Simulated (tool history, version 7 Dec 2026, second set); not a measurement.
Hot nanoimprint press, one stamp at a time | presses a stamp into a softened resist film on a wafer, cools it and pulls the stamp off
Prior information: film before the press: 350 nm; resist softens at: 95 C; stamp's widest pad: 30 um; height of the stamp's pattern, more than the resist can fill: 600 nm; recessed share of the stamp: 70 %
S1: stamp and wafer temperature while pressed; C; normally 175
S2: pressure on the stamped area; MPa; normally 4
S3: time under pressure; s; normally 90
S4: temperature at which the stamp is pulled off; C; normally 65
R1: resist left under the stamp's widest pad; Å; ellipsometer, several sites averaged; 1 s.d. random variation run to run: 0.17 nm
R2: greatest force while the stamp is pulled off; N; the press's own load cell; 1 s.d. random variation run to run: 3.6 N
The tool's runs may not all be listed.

| run | day | S1 | S2 | S3 | S4 | R1 | R2 |
|---|---|---|---|---|---|---|---|
| 1 | 0 | 175 | 4 | 90 | 65 | 1778 | 175 |
| 2 | 1.317 | 175 | 4 | 90 | 65 | 1783 | 177 |
| 3 | 2.046 | 175 | 4 | 90 | 65 | 1785 | 172 |
| 4 | 3.729 | 175 | 4 | 90 | 65 | 1789 | 175 |
|  | 4.267 | plate thermocouple calibrated |
| 5 | 5.433 | 175 | 4 | 90 | 65 | 1792 | 179 |
| 6 | 7.179 | 175 | 4 | 90 | 65 | 1793 | 178 |
| 7 | 8.096 | 175 | 4 | 90 | 65 | 1794 | 172 |
| 8 | 8.821 | 175 | 4 | 90 | 65 | 1798 | 176 |
| 9 | 9.842 | 175 | 4 | 90 | 54 | 1800 | 228 |
| 10 | 10.888 | 175 | 4 | 90 | 54 | 1804 | 215 |
| 11 | 11.712 | 175 | 4 | 90 | 52 | 1806 | 229 |
| 12 | 13.092 | 175 | 4 | 90 | 65 | 1805 | 175 |
|  | 13.483 | stamp cleaned and given a new release coat |
| 13 | 14.042 | 175 | 3.55 | 90 | 65 | 1892 | 172 |
|  | 15.038 | press's hydraulic seals changed and the load cell set to zero |
| 14 | 15.833 | 187 | 5.46 | 90 | 57 | 1195 | 206 |
| 15 | 16.817 | 179 | 3.04 | 90 | 65 | 1847 | 178 |
|  | 17.371 | gauge calibrated |
| 16 | 18.038 | 171 | 5.51 | 54 | 54 | 2066 | 221 |
| 17 | 19.242 | 171 | 5.82 | 54 | 68 | 2028 | 158 |
| 18 | 20.642 | 175 | 4.88 | 54 | 59 | 1983 | 198 |
| 19 | 21.788 | 175 | 2.71 | 45 | 71 | 2512 | 151 |
| 20 | 23.4 | 171 | 2.86 | 147 | 64 | 1879 | 178 |
| 21 | 24.588 | 175 | 4 | 49 | 53 | 2201 | 230 |
| 22 | 26.333 | 164 | 2.73 | 90 | 55 | 2567 | 221 |
| 23 | 27.592 | 164 | 2.73 | 90 | 65 | 2566 | 170 |

Below are 3 alternative next runs, each starting from the tool's condition after run 23. Predict each:
| A | 28.35 | 175 | 4 | 121 | 65 | ? | ? |
| B | 28.35 | 173 | 4 | 90 | 65 | ? | ? |
| C | 28.35 | 175 | 2.73 | 90 | 60 | ? | ? |

| run | R1 | R2 |
|---|---|---|
| A | 1612 | 181 |
| B | 1886 | 178 |
| C | 2073 | 205 |
Stripped of hidden state, with their random variation kept, the same runs would have yielded:
| run | R1 | R2 |
|---|---|---|
| A | 1590 | 180 |
| B | 1861 | 177 |
| C | 2045 | 205 |

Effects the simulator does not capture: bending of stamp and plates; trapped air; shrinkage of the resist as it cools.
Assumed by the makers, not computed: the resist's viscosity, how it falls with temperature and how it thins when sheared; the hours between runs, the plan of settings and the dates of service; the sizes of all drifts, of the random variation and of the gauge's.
